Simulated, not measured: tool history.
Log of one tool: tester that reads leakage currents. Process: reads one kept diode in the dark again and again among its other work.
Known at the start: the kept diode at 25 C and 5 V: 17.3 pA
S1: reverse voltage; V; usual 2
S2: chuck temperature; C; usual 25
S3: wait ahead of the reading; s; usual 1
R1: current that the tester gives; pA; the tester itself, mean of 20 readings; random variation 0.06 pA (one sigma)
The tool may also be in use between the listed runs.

run,hour,S1,S2,S3,R1
1,0,2,25,1,13.93
2,76.8,2,25,1,14.06
3,119.5,2,25,1,14.08
4,186.3,2,25,1,14.13
5,250.2,2,25,4.61,13.73
6,354.3,2,53,1,75.46
7,411.9,2,53,1,75.16
# hour 461.3: chuck's temperature calibrated
8,489.4,2,25,2.01,15.28
# hour 556.9: probe card cleaned and baked
9,576.8,2,25,2.01,10.97
10,676.6,2,21,1,8.56
11,753.5,2,21,3.79,8.1
12,856.3,2,25,1,11.6
13,910,2,25,1,11.71
14,997.8,2,25,2.49,11.5
15,1048.3,2,25,2.49,11.52
16,1149.1,2,25,2.49,11.58
17,1238.6,2,25,2.49,11.73
18,1296.5,2,25,6.88,11.53
19,1367.7,7.67,25,1,27.82
20,1423.8,7.67,25,1,27.88
21,1529.1,4.1,46,5.81,72.04
22,1624.7,4.1,46,5.81,72.1
23,1722.5,4.1,46,5.81,72.11
24,1805.6,4.1,46,5.81,72.64
25,1877,3.65,59,8.24,154.32
26,1966.6,4.35,59,1.06,169.37
27,2033.4,4.35,59,1.06,169.65
28,2121.6,7.99,45,1,101.13
29,2203.5,1.43,25,4.9,10.53
30,2282,1.43,25,4.9,10.36
31,2338.1,1.43,25,4.9,10.45
32,2410.9,2,51,1,68.17
33,2485.3,2.05,57,0.45,101.26
34,2554.3,4.82,25,5.23,23.19
35,2625.5,4.82,25,5.23,23.39
36,2724.6,4.82,25,5.23,23.53
37,2776.5,4.82,25,5.23,23.83
38,2843,2,38,2.72,29.86
39,2914.8,2.53,32,0.55,24.91

Forecast each of these 3 alternatives for the next run:
A,3006.6,2,32,1,?
B,3006.6,6.01,25,0.43,?
C,3006.6,18.2,23,0.55,?

run,R1
A,20.95
B,32.35
C,67.99
Without the tool's hidden state the same runs would have given:
run,R1
A,18.77
B,23.28
C,38.58
